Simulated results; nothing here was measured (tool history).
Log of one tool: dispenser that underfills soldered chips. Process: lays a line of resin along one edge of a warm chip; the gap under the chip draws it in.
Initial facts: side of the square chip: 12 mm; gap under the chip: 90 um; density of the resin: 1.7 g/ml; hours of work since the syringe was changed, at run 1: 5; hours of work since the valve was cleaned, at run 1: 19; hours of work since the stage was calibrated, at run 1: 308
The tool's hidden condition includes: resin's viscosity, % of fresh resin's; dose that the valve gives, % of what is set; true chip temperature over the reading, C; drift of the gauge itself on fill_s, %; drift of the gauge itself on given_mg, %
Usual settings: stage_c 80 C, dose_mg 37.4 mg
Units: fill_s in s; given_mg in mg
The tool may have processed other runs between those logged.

run,day,stage_c,dose_mg,hours of work since the syringe was changed,hours of work since the valve was cleaned,hours of work since the stage was calibrated,fill_s,given_mg
1,0.000,80,37.4,5,19,308,100.6,36.94
# day 0.158: new syringe of resin
2,0.371,80,37.4,4,26,315,95.4,36.41
# day 0.588: new syringe of resin
3,0.679,94,37.4,2,31,321,49.9,36.18
# day 1.025: new syringe of resin
4,1.279,72,37.4,5,43,332,136.8,35.87
# day 1.458: new syringe of resin
# day 1.912: new syringe of resin
5,1.933,95,37.4,0,55,344,46.3,35.67
# day 2.342: new syringe of resin
6,2.467,80,31.9,2,65,354,92.5,30.07
# day 2.771: new syringe of resin
7,2.921,80,31.9,3,73,362,97.2,29.75
8,3.183,88,37.4,8,78,367,85.4,34.39
# day 3.242: new syringe of resin
# day 3.683: new syringe of resin
9,3.858,83,36.4,3,90,380,82.4,33.31
# day 4.125: new syringe of resin
10,4.421,80,46.1,6,101,390,97.9,41.71
# day 4.575: new syringe of resin
11,4.767,94,45.1,4,107,397,55.0,40.45
# day 5.033: new syringe of resin
# day 5.238: dispensing valve cleaned and set on the balance
12,5.288,65,38.3,4,1,406,171.9,38.59
# day 5.546: new syringe of resin
13,5.621,65,38.3,1,7,412,160.6,37.81

Consider 5 possible next runs. They are alternatives, not a sequence: every one starts from the tool as it was left by run 13. What does each give?
# day 5.992: new syringe of resin
A,6.204,72,36.0,4,18,423,?,?
# day 5.992: new syringe of resin
B,6.204,65,33.6,4,18,423,?,?
# day 5.992: new syringe of resin
C,6.204,82,35.5,4,18,423,?,?
# day 5.992: new syringe of resin
D,6.204,81,32.1,4,18,423,?,?
# day 5.992: new syringe of resin
E,6.204,68,41.6,4,18,423,?,?

run,fill_s,given_mg
A,131.3,35.15
B,177.2,32.85
C,87.0,34.92
D,92.0,31.65
E,153.7,40.68
Without the tool's unlogged condition, the same runs would have read:
run,fill_s,given_mg
A,113.9,35.79
B,153.8,33.45
C,75.3,35.55
D,79.6,32.22
E,133.6,41.42
